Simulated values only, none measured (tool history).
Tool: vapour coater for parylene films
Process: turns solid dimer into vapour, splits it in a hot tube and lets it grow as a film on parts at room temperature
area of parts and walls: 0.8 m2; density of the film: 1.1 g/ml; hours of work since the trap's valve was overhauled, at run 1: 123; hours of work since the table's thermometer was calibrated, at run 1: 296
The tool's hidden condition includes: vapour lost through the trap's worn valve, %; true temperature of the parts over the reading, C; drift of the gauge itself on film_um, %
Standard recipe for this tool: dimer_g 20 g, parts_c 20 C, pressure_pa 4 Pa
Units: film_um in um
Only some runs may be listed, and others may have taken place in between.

run,hour,dimer_g,parts_c,pressure_pa,hours of work since the trap's valve was overhauled,hours of work since the table's thermometer was calibrated,film_um
1,0,20,20,4,123,296,16.32
2,82.5,20,20,4,178,350,15.97
3,156.6,20,20,4,227,399,16.17
4,213.4,20,20,4,264,437,15.99
# hour 228.5: trap's valve overhauled
5,298.5,20,20,4,46,490,16.18
6,348.1,35,20,4,79,523,28.29
7,398,35,20,4,112,556,27.95
8,449,35,20,4,146,590,28.21
9,509.9,35,20,4,186,630,28.13
10,549,35,20,4,212,656,28.32
11,603.6,35,20,4,248,692,28.37
# hour 642.5: trap's valve overhauled
12,657.9,20,20,4,10,725,16.24
13,706.6,20,13,4,42,757,22.57
14,755.2,20,13,4,75,790,22.27
15,826.9,20,13,7.45,122,837,21.19
16,867.5,20,13,7.45,149,864,20.93
17,943.5,20,13,7.45,199,914,20.88
18,1004.8,20,20,5.49,240,955,15.76
# hour 1056.5: trap's valve overhauled
19,1071.1,19,20,6.68,10,996,14.53
20,1116.8,18,20,4,40,1026,14.65
21,1154.9,25,31,8.46,65,1051,10.73
22,1195.5,25,31,7.6,92,1078,10.92
23,1255.1,36,31,7.17,131,1118,15.75
24,1310.5,25,19,5.36,168,1154,20.18
25,1346.8,13,29,3.87,192,1178,6.79
26,1406.8,14,15,2.63,232,1218,15.22
27,1446.9,20,19,9.3,258,1244,15.21
# hour 1474.7: trap's valve overhauled
28,1507.2,32,20,4.24,21,1282,25.71
29,1561.4,28,20,3.36,57,1317,23.17
30,1606.2,28,20,3.36,87,1347,23.17
31,1688.5,13,12,3.36,141,1401,14.45
32,1746.7,18,25,2.84,180,1440,11.87
33,1803.3,25,20,4,217,1477,20.48
34,1874,29,25,7.05,264,1524,16.98
# hour 1892.9: trap's valve overhauled
35,1925.4,29,25,5.24,22,1555,17.99
36,1962.9,29,25,7.91,46,1580,16.92

Across each entry between runs, compare the hidden state at the last listed run before it with the hidden state at the first listed run after it:
Runs 4 to 5: trap's valve overhauled (hour 228.5)
  vapour lost through the trap's worn valve, %: 0.2 -> 0.1
Runs 11 to 12: trap's valve overhauled (hour 642.5)
  vapour lost through the trap's worn valve, %: 0.3 -> 0
Runs 18 to 19: trap's valve overhauled (hour 1056.5)
  vapour lost through the trap's worn valve, %: 0.2 -> 0
Runs 27 to 28: trap's valve overhauled (hour 1474.7)
  vapour lost through the trap's worn valve, %: 0.3 -> 0
Runs 34 to 35: trap's valve overhauled (hour 1892.9)
  vapour lost through the trap's worn valve, %: 0.2 -> 0
